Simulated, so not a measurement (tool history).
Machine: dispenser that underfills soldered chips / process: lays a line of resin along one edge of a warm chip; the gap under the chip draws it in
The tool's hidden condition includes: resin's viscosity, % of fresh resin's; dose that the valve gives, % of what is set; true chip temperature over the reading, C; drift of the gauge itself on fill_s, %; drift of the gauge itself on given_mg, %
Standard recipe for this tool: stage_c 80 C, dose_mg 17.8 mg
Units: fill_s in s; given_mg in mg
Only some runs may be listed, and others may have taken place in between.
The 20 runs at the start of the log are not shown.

run,hour,stage_c,dose_mg,hours of work since the syringe was changed,hours of work since the valve was cleaned,hours of work since the stage was calibrated,fill_s,given_mg
21,112.7,82,18.5,8,19,101,88.8,18.24
# hour 114.5: new syringe of resin
22,116.7,80,22.2,2,21,104,71.1,21.86
23,124.2,80,19.5,7,27,109,93.5,19.11
# hour 127.6: new syringe of resin
24,132.4,76,20.4,3,33,115,94.0,19.91
# hour 140.5: new syringe of resin
25,141.2,88,22.2,1,39,121,46.0,21.80
26,148.0,67,15.4,5,44,126,174.4,15.07
# hour 153.6: new syringe of resin
27,154.2,75,19.8,0,48,130,86.6,19.05
28,162.5,75,19.8,6,54,136,115.5,19.02
# hour 166.5: new syringe of resin
29,167.7,90,20.6,1,57,140,43.8,19.93
30,171.4,90,20.6,4,60,143,51.2,19.89
# hour 173.5: dispensing valve cleaned and set on the balance
31,176.6,90,16.1,7,2,146,61.8,16.16
# hour 180.3: new syringe of resin
32,184.2,90,16.1,3,7,151,50.4,16.11
33,188.3,74,15.2,6,10,154,125.3,15.03
# hour 193.8: new syringe of resin
34,194.3,74,15.2,0,15,158,96.0,15.11
35,200.8,79,19.6,5,19,163,90.3,19.44

What if the next run were any one of these 4? Each begins from the tool's condition after run 35:
A,204.6,84,15.2,8,22,165,?,?
B,204.6,75,18.4,8,22,165,?,?
C,204.6,80,16.7,8,22,165,?,?
D,204.6,86,17.5,8,22,165,?,?

run,fill_s,given_mg
A,86.7,15.03
B,125.5,18.12
C,101.2,16.31
D,74.9,17.34
The same runs, with their run-to-run variation unchanged, on a tool lacking any hidden condition would have given:
run,fill_s,given_mg
A,56.4,15.25
B,81.7,18.38
C,65.9,16.54
D,48.7,17.59

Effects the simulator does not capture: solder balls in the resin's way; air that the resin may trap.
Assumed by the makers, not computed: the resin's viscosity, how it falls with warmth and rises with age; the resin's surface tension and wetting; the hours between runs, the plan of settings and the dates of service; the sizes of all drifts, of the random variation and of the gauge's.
